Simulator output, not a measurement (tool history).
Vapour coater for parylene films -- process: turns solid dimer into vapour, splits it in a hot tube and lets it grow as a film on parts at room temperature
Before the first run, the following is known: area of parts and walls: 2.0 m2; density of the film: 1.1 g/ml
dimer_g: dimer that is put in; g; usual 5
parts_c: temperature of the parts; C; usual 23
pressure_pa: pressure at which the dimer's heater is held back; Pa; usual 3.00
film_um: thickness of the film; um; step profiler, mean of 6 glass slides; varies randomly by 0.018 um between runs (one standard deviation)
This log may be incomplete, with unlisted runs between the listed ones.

run	day	dimer_g	parts_c	pressure_pa	film_um
1	0.000	5	23	3.00	1.15
2	1.612	5	23	3.00	1.12
3	2.800	4	23	3.00	0.93
4	4.554	4	23	3.00	0.90
5	6.167	4	23	3.00	0.88
6	7.629	4	23	3.00	0.89
7	9.046	4	23	3.00	0.89
8	11.000	3	23	3.00	0.67
9	12.379	6	15	2.06	1.64
10	14.262	4	24	11.41	0.67
# day 14.396: table's thermometer calibrated
11	16.233	3	23	4.91	0.60
12	17.579	3	24	4.91	0.57
# day 18.454: table's thermometer calibrated, once more
13	19.712	4	20	11.64	0.69
14	21.617	8	15	6.74	1.72
# day 21.967: trap's valve overhauled
15	23.142	5	17	2.82	1.28

Here are 5 independent what-if runs from the current tool condition. What would each one return?
A	24.983	4	17	3.44	?
B	24.983	3	17	4.20	?
C	24.983	2	18	7.03	?
D	24.983	3	18	3.00	?
E	24.983	2	32	3.00	?

run	film_um
A	1.00
B	0.70
C	0.42
D	0.76
E	0.40
With the hidden condition removed and each run's random variation left untouched, the same runs would have given:
run	film_um
A	1.02
B	0.71
C	0.43
D	0.77
E	0.41
